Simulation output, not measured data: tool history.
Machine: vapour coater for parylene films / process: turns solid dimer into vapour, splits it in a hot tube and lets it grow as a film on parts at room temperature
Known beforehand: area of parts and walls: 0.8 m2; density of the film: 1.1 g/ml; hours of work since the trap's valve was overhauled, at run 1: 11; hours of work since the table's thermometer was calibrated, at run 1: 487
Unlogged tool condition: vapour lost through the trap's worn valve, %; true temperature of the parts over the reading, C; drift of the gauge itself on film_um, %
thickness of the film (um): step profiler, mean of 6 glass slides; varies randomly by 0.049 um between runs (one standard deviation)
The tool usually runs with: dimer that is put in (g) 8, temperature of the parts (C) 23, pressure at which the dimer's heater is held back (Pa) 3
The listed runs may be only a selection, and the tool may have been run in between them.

run,hour,dimer that is put in (g),temperature of the parts (C),pressure at which the dimer's heater is held back (Pa),hours of work since the trap's valve was overhauled,hours of work since the table's thermometer was calibrated,thickness of the film (um)
1,0,8,23,3,11,487,5.46
2,82.5,8,23,11.5,57,532,4.05
3,116.8,8,23,11.5,76,551,3.99
4,173.8,8,23,3,107,582,5.3
5,243.7,8,23,2.69,145,621,5.43
6,304.1,8,23,2.69,179,654,5.33
7,357.7,8,23,2.69,208,684,5.28
8,428.6,4,23,2.69,247,723,2.64
9,483.9,8,23,3,278,753,5.22
10,525.3,8,23,3,301,776,5.09
11,582.2,8,23,3,332,808,5.07
12,664.4,5,23,3,377,853,3.11
13,734,8,23,3,416,891,4.92
14,773.7,8,23,3,438,913,4.85
15,832.6,8,23,3,470,946,4.87
16,886,8,23,3,500,975,4.73
# hour 893.9: trap's valve overhauled
17,964,9,22,3,39,1016,5.5
18,1014.9,4,17,4.28,67,1044,2.82
19,1050.6,5,23,4.79,86,1064,2.62
20,1132.1,10,26,3,131,1109,4.77
# hour 1166.5: trap's valve overhauled, once more
21,1206,7,20,5.47,22,1147,4.64
22,1289.8,6,20,5.27,68,1193,3.99
# hour 1353.4: table's thermometer calibrated
23,1358,6,20,5.27,105,3,4.19
24,1437.8,8,20,3.14,149,47,6.07
25,1495.5,8,27,3,181,78,4.4
26,1553.9,13,23,3,213,111,8.57
27,1630.2,10,23,4.1,255,153,6.11
28,1699.2,4,15,2.5,293,191,3.95
29,1781.7,7,15,2.5,339,236,6.76

Alternative continuations, all from the tool just after run 29; predict every row:
A,1855,6,15,2.5,379,277,?
B,1855,4,25,3.08,379,277,?
C,1855,8,21,3,379,277,?
D,1855,10,15,2.5,379,277,?

run,thickness of the film (um)
A,5.76
B,2.28
C,5.62
D,9.77
Take away the tool's hidden state, keep each run's random variation, and the runs would have read:
run,thickness of the film (um)
A,6.35
B,2.51
C,6.18
D,10.76

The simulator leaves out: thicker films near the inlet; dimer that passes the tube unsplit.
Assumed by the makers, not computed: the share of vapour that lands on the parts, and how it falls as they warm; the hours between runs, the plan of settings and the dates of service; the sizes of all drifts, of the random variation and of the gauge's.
